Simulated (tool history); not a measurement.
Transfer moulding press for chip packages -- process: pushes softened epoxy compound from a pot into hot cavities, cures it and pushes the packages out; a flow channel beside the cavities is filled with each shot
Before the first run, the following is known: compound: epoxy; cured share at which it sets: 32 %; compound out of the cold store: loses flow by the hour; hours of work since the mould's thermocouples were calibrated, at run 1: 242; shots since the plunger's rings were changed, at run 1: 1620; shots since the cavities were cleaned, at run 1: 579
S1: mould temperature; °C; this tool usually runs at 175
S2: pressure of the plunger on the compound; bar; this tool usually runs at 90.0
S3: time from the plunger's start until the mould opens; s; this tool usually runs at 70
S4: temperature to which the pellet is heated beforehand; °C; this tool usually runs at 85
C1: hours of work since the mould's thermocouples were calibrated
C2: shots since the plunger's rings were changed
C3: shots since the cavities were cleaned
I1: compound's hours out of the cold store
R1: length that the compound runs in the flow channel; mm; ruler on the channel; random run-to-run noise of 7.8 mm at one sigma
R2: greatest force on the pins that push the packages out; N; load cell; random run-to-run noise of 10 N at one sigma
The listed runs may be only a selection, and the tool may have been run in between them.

run,hour,S1,S2,S3,S4,C1,C2,C3,I1,R1,R2
1,0.0,175,90.0,70,85,242,1620,579,19.0,897,485
# hour 8.5: cavities cleaned with cleaning compound and waxed
2,23.9,175,90.0,70,85,256,1990,255,45.9,819,456
# hour 55.2: cavities cleaned with cleaning compound and waxed
3,66.6,175,90.0,83,85,282,2671,189,24.1,894,408
4,96.8,175,90.0,70,85,300,3170,688,40.1,825,470
# hour 102.7: cavities cleaned with cleaning compound and waxed
5,133.0,175,91.1,70,85,322,3743,501,20.2,895,484
# hour 147.6: cavities cleaned with cleaning compound and waxed
6,164.7,180,90.0,70,85,341,4242,282,38.8,813,409
# hour 192.6: cavities cleaned with cleaning compound and waxed
# hour 204.9: mould's thermocouples calibrated
7,204.9,180,90.0,70,90,0,4848,170,28.7,843,395
8,234.8,180,90.0,70,90,18,5342,664,18.5,875,405
# hour 240.5: cavities cleaned with cleaning compound and waxed
9,269.5,175,90.0,70,86,39,5890,479,36.7,835,472
# hour 284.8: cavities cleaned with cleaning compound and waxed
10,315.1,175,90.0,70,86,66,6619,500,25.6,861,490
# hour 324.1: plunger's sealing rings changed
# hour 332.3: cavities cleaned with cleaning compound and waxed
11,364.2,175,90.0,70,86,94,637,526,37.3,838,488
# hour 377.6: cavities cleaned with cleaning compound and waxed
12,403.0,175,90.0,70,86,117,1254,421,29.6,866,473
# hour 424.0: cavities cleaned with cleaning compound and waxed
13,441.2,175,90.0,70,85,140,1860,284,15.3,921,492
# hour 469.2: cavities cleaned with cleaning compound and waxed
14,479.0,175,90.0,70,85,162,2459,161,27.7,860,480
15,501.4,175,90.0,70,85,176,2830,532,15.3,912,494
# hour 514.0: cavities cleaned with cleaning compound and waxed
16,538.4,177,90.0,70,85,198,3416,403,20.7,886,450
# hour 558.1: cavities cleaned with cleaning compound and waxed
17,579.0,177,90.0,70,85,222,4062,346,11.5,912,454
# hour 602.2: cavities cleaned with cleaning compound and waxed
18,624.2,180,69.0,70,94,250,4785,365,13.5,785,401
# hour 648.2: cavities cleaned with cleaning compound and waxed
19,650.3,175,71.0,70,94,265,5190,34,46.9,718,452
# hour 693.1: cavities cleaned with cleaning compound and waxed
20,696.9,175,71.0,70,94,293,5936,64,9.4,831,490

Forecast run 21:
# hour 738.7: cavities cleaned with cleaning compound and waxed
21,746.0,178,87.4,86,82,322,6721,120,19.7,?,?

R1: 858 mm
R2: 405 N
With no hidden state in the tool, this same run would have given R1 858 mm, R2 404 N.

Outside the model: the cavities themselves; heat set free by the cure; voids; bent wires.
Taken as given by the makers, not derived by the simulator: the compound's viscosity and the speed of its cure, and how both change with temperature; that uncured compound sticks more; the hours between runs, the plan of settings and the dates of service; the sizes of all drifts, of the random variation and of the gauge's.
